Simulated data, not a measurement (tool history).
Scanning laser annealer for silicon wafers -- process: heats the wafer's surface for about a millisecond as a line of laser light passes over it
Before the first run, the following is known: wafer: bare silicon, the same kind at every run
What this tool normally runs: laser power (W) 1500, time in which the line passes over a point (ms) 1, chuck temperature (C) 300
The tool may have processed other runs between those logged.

| run | day | laser power (W) | time in which the line passes over a point (ms) | chuck temperature (C) | highest temperature of the surface (C) |
|---|---|---|---|---|---|
| 1 | 0 | 1500 | 1 | 300 | 1004 |
| 2 | 0.433 | 1331 | 1 | 300 | 925 |
| 3 | 1.067 | 1500 | 0.83 | 300 | 932 |
| 4 | 1.512 | 1500 | 1 | 300 | 1005 |
| 5 | 1.988 | 1500 | 1 | 300 | 1005 |
| 6 | 2.542 | 1500 | 1 | 300 | 1004 |
|  | 3.171 | window over the wafer cleaned |
| 7 | 3.504 | 1500 | 1 | 300 | 1008 |
| 8 | 4.083 | 1500 | 1 | 300 | 1006 |
| 9 | 4.592 | 1500 | 1 | 300 | 1001 |
| 10 | 5.171 | 1500 | 1.16 | 300 | 1070 |
| 11 | 5.675 | 1500 | 1 | 300 | 1003 |
| 12 | 6.404 | 1500 | 1 | 300 | 1003 |
| 13 | 7.088 | 1500 | 1.13 | 300 | 1055 |
| 14 | 7.812 | 1500 | 1.13 | 300 | 1058 |
| 15 | 8.521 | 1500 | 1.13 | 300 | 1056 |
| 16 | 9.35 | 1609 | 1.23 | 336 | 1187 |
| 17 | 10.158 | 1609 | 0.72 | 318 | 944 |
| 18 | 10.604 | 1506 | 1.08 | 312 | 1053 |
| 19 | 11.375 | 1375 | 1 | 282 | 926 |
| 20 | 11.888 | 1500 | 1.18 | 280 | 1053 |
| 21 | 12.462 | 1323 | 1.18 | 310 | 994 |
| 22 | 13.229 | 1500 | 1.04 | 263 | 986 |
| 23 | 13.804 | 1518 | 1.04 | 263 | 993 |
| 24 | 14.662 | 1518 | 1.04 | 263 | 993 |
| 25 | 15.167 | 1518 | 1.04 | 263 | 991 |

5 ways to go on from here, each from the tool as it stands after run 25. What would each give?
| A | 15.725 | 1482 | 0.79 | 288 | ? |
| B | 15.725 | 1500 | 0.76 | 289 | ? |
| C | 15.725 | 1500 | 0.74 | 303 | ? |
| D | 15.725 | 1500 | 0.92 | 333 | ? |
| E | 15.725 | 1428 | 0.84 | 328 | ? |

| run | highest temperature of the surface (C) |
|---|---|
| A | 897 |
| B | 891 |
| C | 897 |
| D | 1002 |
| E | 933 |
Without the tool's hidden state the same runs would have given:
| run | highest temperature of the surface (C) |
|---|---|
| A | 897 |
| B | 892 |
| C | 897 |
| D | 1002 |
| E | 933 |
